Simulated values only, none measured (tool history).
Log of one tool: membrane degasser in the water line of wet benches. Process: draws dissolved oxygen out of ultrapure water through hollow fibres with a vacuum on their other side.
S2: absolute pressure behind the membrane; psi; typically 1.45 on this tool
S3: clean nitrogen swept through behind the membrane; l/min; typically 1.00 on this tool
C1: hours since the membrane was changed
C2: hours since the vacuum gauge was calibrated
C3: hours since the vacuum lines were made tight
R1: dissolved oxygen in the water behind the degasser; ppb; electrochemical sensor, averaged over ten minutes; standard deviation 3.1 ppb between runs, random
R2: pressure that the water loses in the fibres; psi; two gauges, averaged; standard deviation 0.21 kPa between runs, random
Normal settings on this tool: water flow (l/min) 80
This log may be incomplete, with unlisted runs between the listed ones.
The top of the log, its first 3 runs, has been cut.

{"run": 4, "hour": 262.0, "water flow (l/min)": 80, "S2": 1.45, "S3": 1.0, "C1": 2089, "C2": 317, "C3": 2838, "R1": 877.5, "R2": 6.989}
{"run": 5, "hour": 375.1, "water flow (l/min)": 80, "S2": 1.45, "S3": 1.0, "C1": 2202, "C2": 430, "C3": 2951, "R1": 875.5, "R2": 6.963}
{"run": 6, "hour": 480.5, "water flow (l/min)": 80, "S2": 1.45, "S3": 1.0, "C1": 2308, "C2": 536, "C3": 3057, "R1": 877.2, "R2": 7.055}
{"run": 7, "hour": 576.6, "water flow (l/min)": 80, "S2": 1.45, "S3": 1.0, "C1": 2404, "C2": 632, "C3": 3153, "R1": 877.2, "R2": 7.042}
{"run": 8, "hour": 631.8, "water flow (l/min)": 80, "S2": 1.45, "S3": 1.0, "C1": 2459, "C2": 687, "C3": 3208, "R1": 873.7, "R2": 7.023}
{"run": 9, "hour": 678.4, "water flow (l/min)": 80, "S2": 1.45, "S3": 1.0, "C1": 2506, "C2": 734, "C3": 3255, "R1": 875.2, "R2": 7.033}
{"run": 10, "hour": 733.7, "water flow (l/min)": 80, "S2": 1.45, "S3": 1.0, "C1": 2561, "C2": 789, "C3": 3310, "R1": 882.7, "R2": 7.021}
{"run": 11, "hour": 798.2, "water flow (l/min)": 80, "S2": 1.45, "S3": 1.0, "C1": 2625, "C2": 853, "C3": 3375, "R1": 877.3, "R2": 7.031}
{"run": 12, "hour": 903.6, "water flow (l/min)": 80, "S2": 1.45, "S3": 1.0, "C1": 2731, "C2": 959, "C3": 3480, "R1": 883.2, "R2": 6.973}
{"hour": 953.9, "done": "seals of the vacuum lines changed"}
{"run": 13, "hour": 961.9, "water flow (l/min)": 80, "S2": 1.45, "S3": 1.0, "C1": 2787, "C2": 1015, "C3": 8, "R1": 884.8, "R2": 7.033}
{"run": 14, "hour": 1055.8, "water flow (l/min)": 80, "S2": 1.45, "S3": 1.83, "C1": 2881, "C2": 1109, "C3": 102, "R1": 594.9, "R2": 6.988}
{"run": 15, "hour": 1142.2, "water flow (l/min)": 80, "S2": 1.45, "S3": 1.0, "C1": 2967, "C2": 1195, "C3": 188, "R1": 885.7, "R2": 7.087}
{"hour": 1149.9, "done": "vacuum gauge calibrated"}
{"run": 16, "hour": 1213.7, "water flow (l/min)": 80, "S2": 1.45, "S3": 1.0, "C1": 3038, "C2": 64, "C3": 259, "R1": 880.1, "R2": 7.062}
{"run": 17, "hour": 1273.1, "water flow (l/min)": 80, "S2": 1.45, "S3": 1.0, "C1": 3098, "C2": 123, "C3": 319, "R1": 884.9, "R2": 7.024}
{"run": 18, "hour": 1375.4, "water flow (l/min)": 80, "S2": 1.45, "S3": 1.0, "C1": 3200, "C2": 226, "C3": 421, "R1": 887.0, "R2": 7.049}
{"run": 19, "hour": 1430.8, "water flow (l/min)": 80, "S2": 1.45, "S3": 1.0, "C1": 3255, "C2": 281, "C3": 476, "R1": 886.7, "R2": 7.078}
{"run": 20, "hour": 1535.0, "water flow (l/min)": 90, "S2": 1.62, "S3": 1.84, "C1": 3360, "C2": 385, "C3": 581, "R1": 762.0, "R2": 7.941}
{"run": 21, "hour": 1599.2, "water flow (l/min)": 90, "S2": 2.7, "S3": 0.93, "C1": 3424, "C2": 449, "C3": 645, "R1": 2007.6, "R2": 7.957}
{"run": 22, "hour": 1707.6, "water flow (l/min)": 90, "S2": 2.7, "S3": 0.93, "C1": 3532, "C2": 558, "C3": 753, "R1": 1986.1, "R2": 7.883}

For run 23, what comes out?
{"hour": 1793.1, "done": "vacuum gauge calibrated, once more"}
{"run": 23, "hour": 1794.3, "water flow (l/min)": 86, "S2": 1.1, "S3": 0.93, "C1": 3618, "C2": 1, "C3": 839, "R1": "?", "R2": "?"}

Run 23 produced R1 665.4 ppb, R2 7.594 psi.
Were there no unlogged condition in the tool, this run, its random variation unchanged, would have produced R1 658.0 ppb, R2 7.438 psi.
